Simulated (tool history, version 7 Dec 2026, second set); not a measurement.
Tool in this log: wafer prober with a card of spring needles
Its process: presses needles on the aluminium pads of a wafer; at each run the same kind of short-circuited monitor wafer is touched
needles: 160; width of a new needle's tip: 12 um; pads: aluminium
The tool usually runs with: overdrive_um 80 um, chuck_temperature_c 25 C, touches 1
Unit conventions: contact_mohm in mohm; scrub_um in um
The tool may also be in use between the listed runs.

run	hour	overdrive_um	chuck_temperature_c	touches	contact_mohm	scrub_um
1	0.0	80	25	1	169	12.06
# hour 5.7: tips cleaned on abrasive film
2	21.2	80	44	1	178	12.04
# hour 23.2: tips cleaned on abrasive film
# hour 43.4: tips cleaned on abrasive film
3	51.2	80	44	1	172	12.03
# hour 61.0: tips cleaned on abrasive film
# hour 78.9: tips cleaned on abrasive film
4	86.5	80	44	1	175	12.05
# hour 98.5: tips cleaned on abrasive film
5	110.3	82	44	1	172	12.37
# hour 115.9: tips cleaned on abrasive film
# hour 134.7: tips cleaned on abrasive film
6	134.7	70	44	1	172	10.52
# hour 153.0: tips cleaned on abrasive film
# hour 160.1: height of the first contact set anew
# hour 172.3: tips cleaned on abrasive film
7	176.1	69	25	1	171	10.38
# hour 191.8: tips cleaned on abrasive film
8	204.6	80	25	1	171	12.00
# hour 209.0: tips cleaned on abrasive film
# hour 226.7: tips cleaned on abrasive film
9	227.6	64	25	1	167	9.61
# hour 243.9: tips cleaned on abrasive film
10	245.5	80	25	1	169	12.02
# hour 263.4: tips cleaned on abrasive film
11	278.7	80	45	1	175	11.97
# hour 280.6: tips cleaned on abrasive film
# hour 300.9: tips cleaned on abrasive film
12	315.8	80	25	3	172	11.95
# hour 318.3: tips cleaned on abrasive film
# hour 336.1: tips cleaned on abrasive film
13	337.3	80	25	1	170	11.95
# hour 353.7: tips cleaned on abrasive film
# hour 370.8: tips cleaned on abrasive film
14	372.8	80	25	1	168	11.92
# hour 390.0: tips cleaned on abrasive film
15	403.7	80	25	1	170	11.96
# hour 410.7: tips cleaned on abrasive film
# hour 428.3: tips cleaned on abrasive film
16	428.3	80	25	1	170	11.91
# hour 446.6: tips cleaned on abrasive film
17	461.2	80	25	1	170	11.92
# hour 463.7: tips cleaned on abrasive film
# hour 481.4: tips cleaned on abrasive film
18	496.7	80	25	2	168	11.85
# hour 499.6: tips cleaned on abrasive film
# hour 517.1: tips cleaned on abrasive film
19	525.7	80	65	2	179	11.87
# hour 535.6: tips cleaned on abrasive film
# hour 553.8: tips cleaned on abrasive film
20	561.6	73	111	1	189	10.82
# hour 571.0: tips cleaned on abrasive film
# hour 589.5: tips cleaned on abrasive film
21	589.5	70	111	1	187	10.39
# hour 608.2: tips cleaned on abrasive film
22	611.2	80	25	1	167	11.84
# hour 628.1: tips cleaned on abrasive film
23	636.9	97	25	2	169	14.38
# hour 645.4: tips cleaned on abrasive film
24	661.3	97	25	2	170	14.34
# hour 663.4: tips cleaned on abrasive film
# hour 684.3: tips cleaned on abrasive film
25	687.5	80	25	1	167	11.81
# hour 703.7: tips cleaned on abrasive film
# hour 710.2: height of the first contact set anew
26	710.2	85	74	3	180	12.54
# hour 721.8: tips cleaned on abrasive film
# hour 739.9: tips cleaned on abrasive film
27	747.5	64	121	3	195	9.45
# hour 759.3: tips cleaned on abrasive film
# hour 777.8: tips cleaned on abrasive film
28	785.5	77	25	1	168	11.32
# hour 795.0: tips cleaned on abrasive film
# hour 812.9: tips cleaned on abrasive film
29	818.1	74	25	2	170	10.91
# hour 832.6: tips cleaned on abrasive film
# hour 851.8: tips cleaned on abrasive film
30	853.4	80	93	1	184	11.76
# hour 869.1: tips cleaned on abrasive film
31	884.0	80	93	1	183	11.76

Pick out some run-to-run changes in scrub_um. Of each, how much would a tool without hidden state show as well, from the settings, what came in and chance, and how much is left for the hidden state and any gauge scatter not in both results compared?
Hidden conditions of the tool in this case: debris on the tips, nm; way that the needles fall short of the set height, um; tips' diameter, um; drift of the gauge itself on contact_mohm, %; drift of the gauge itself on scrub_um, %.
Run 22 -> 23: overdrive_um 80 -> 97, touches 1 -> 2, tips cleaned on abrasive film. scrub_um +2.54 um: hidden state -0.06, all else +2.60.
Run 24 -> 25: overdrive_um 97 -> 80, touches 2 -> 1, tips cleaned on abrasive film, tips cleaned on abrasive film. scrub_um -2.53 um: hidden state +0.04, all else -2.57.
Run 26 -> 27: overdrive_um 85 -> 64, chuck_temperature_c 74 -> 121, tips cleaned on abrasive film, tips cleaned on abrasive film. scrub_um -3.09 um: hidden state +0.05, all else -3.14.
Run 27 -> 28: overdrive_um 64 -> 77, chuck_temperature_c 121 -> 25, touches 3 -> 1, tips cleaned on abrasive film, tips cleaned on abrasive film. scrub_um +1.87 um: hidden state -0.06, all else +1.93.
